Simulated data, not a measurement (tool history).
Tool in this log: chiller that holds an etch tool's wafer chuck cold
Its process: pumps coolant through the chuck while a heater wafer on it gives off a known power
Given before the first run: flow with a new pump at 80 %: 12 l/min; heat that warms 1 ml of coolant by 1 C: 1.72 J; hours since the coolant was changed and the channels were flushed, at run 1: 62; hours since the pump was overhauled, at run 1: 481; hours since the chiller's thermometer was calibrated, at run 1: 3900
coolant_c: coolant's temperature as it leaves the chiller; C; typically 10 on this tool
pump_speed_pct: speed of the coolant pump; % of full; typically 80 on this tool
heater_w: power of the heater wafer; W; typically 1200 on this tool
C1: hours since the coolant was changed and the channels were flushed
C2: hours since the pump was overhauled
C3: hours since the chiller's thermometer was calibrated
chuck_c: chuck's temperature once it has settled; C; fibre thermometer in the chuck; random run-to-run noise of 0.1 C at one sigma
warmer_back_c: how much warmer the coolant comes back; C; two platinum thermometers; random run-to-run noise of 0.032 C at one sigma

run 1 hour=0.0 | coolant_c=10 pump_speed_pct=80 heater_w=1200 | C1=62 C2=481 C3=3900 | chuck_c=20.2 warmer_back_c=3.54
run 2 hour=40.8 | coolant_c=10 pump_speed_pct=80 heater_w=1200 | C1=103 C2=522 C3=3940 | chuck_c=20.1 warmer_back_c=3.51
run 3 hour=62.7 | coolant_c=10 pump_speed_pct=80 heater_w=1200 | C1=125 C2=543 C3=3962 | chuck_c=20.2 warmer_back_c=3.53
run 4 hour=85.8 | coolant_c=10 pump_speed_pct=80 heater_w=1200 | C1=148 C2=567 C3=3985 | chuck_c=20.2 warmer_back_c=3.46
run 5 hour=130.9 | coolant_c=10 pump_speed_pct=80 heater_w=1200 | C1=193 C2=612 C3=4030 | chuck_c=20.2 warmer_back_c=3.49
run 6 hour=159.1 | coolant_c=18 pump_speed_pct=80 heater_w=1200 | C1=221 C2=640 C3=4059 | chuck_c=28.2 warmer_back_c=3.54
run 7 hour=208.8 | coolant_c=10 pump_speed_pct=80 heater_w=942 | C1=271 C2=690 C3=4108 | chuck_c=17.9 warmer_back_c=2.78
run 8 hour=232.9 | coolant_c=10 pump_speed_pct=80 heater_w=679 | C1=295 C2=714 C3=4132 | chuck_c=15.3 warmer_back_c=2.00
run 9 hour=260.8 | coolant_c=10 pump_speed_pct=80 heater_w=679 | C1=323 C2=742 C3=4160 | chuck_c=15.5 warmer_back_c=2.06
run 10 hour=304.6 | coolant_c=10 pump_speed_pct=80 heater_w=679 | C1=367 C2=785 C3=4204 | chuck_c=15.5 warmer_back_c=2.02
run 11 hour=357.9 | coolant_c=10 pump_speed_pct=80 heater_w=679 | C1=420 C2=839 C3=4257 | chuck_c=15.6 warmer_back_c=1.98
run 12 hour=405.2 | coolant_c=10 pump_speed_pct=80 heater_w=979 | C1=467 C2=886 C3=4305 | chuck_c=18.4 warmer_back_c=2.87
run 13 hour=436.2 | coolant_c=10 pump_speed_pct=80 heater_w=1548 | C1=498 C2=917 C3=4336 | chuck_c=23.4 warmer_back_c=4.56
run 14 hour=463.0 | coolant_c=10 pump_speed_pct=61 heater_w=1548 | C1=525 C2=944 C3=4363 | chuck_c=27.4 warmer_back_c=6.10
run 15 hour=502.4 | coolant_c=10 pump_speed_pct=61 heater_w=1548 | C1=565 C2=983 C3=4402 | chuck_c=27.5 warmer_back_c=6.02
run 16 hour=551.8 | coolant_c=10 pump_speed_pct=61 heater_w=1548 | C1=614 C2=1033 C3=4451 | chuck_c=27.6 warmer_back_c=6.08
run 17 hour=574.3 | coolant_c=10 pump_speed_pct=80 heater_w=1423 | C1=637 C2=1055 C3=4474 | chuck_c=22.4 warmer_back_c=4.21
run 18 hour=619.1 | coolant_c=15 pump_speed_pct=80 heater_w=602 | C1=681 C2=1100 C3=4519 | chuck_c=19.9 warmer_back_c=1.74
run 19 hour=668.7 | coolant_c=15 pump_speed_pct=80 heater_w=602 | C1=731 C2=1149 C3=4568 | chuck_c=19.9 warmer_back_c=1.80
run 20 hour=696.2 | coolant_c=15 pump_speed_pct=80 heater_w=602 | C1=758 C2=1177 C3=4596 | chuck_c=19.7 warmer_back_c=1.82
run 21 hour=742.2 | coolant_c=10 pump_speed_pct=80 heater_w=1205 | C1=804 C2=1223 C3=4642 | chuck_c=20.4 warmer_back_c=3.58
run 22 hour=780.5 | coolant_c=10 pump_speed_pct=80 heater_w=1205 | C1=843 C2=1261 C3=4680 | chuck_c=20.4 warmer_back_c=3.51
run 23 hour=806.9 | coolant_c=12 pump_speed_pct=96 heater_w=1200 | C1=869 C2=1288 C3=4706 | chuck_c=20.6 warmer_back_c=2.92
run 24 hour=831.6 | coolant_c=13 pump_speed_pct=64 heater_w=1200 | C1=894 C2=1312 C3=4731 | chuck_c=26.0 warmer_back_c=4.51
run 25 hour=879.7 | coolant_c=10 pump_speed_pct=67 heater_w=853 | C1=942 C2=1360 C3=4779 | chuck_c=18.7 warmer_back_c=3.04

What does the tool deliver on the next run?
run 26 hour=931.5 | coolant_c=10 pump_speed_pct=67 heater_w=853 | C1=994 C2=1412 C3=4831 | chuck_c=? warmer_back_c=?

Run 26 measured chuck_c 18.7 C, warmer_back_c 3.07 C.
Minus the tool's unlogged condition, the same run would have read chuck_c 19.0 C, warmer_back_c 3.00 C.
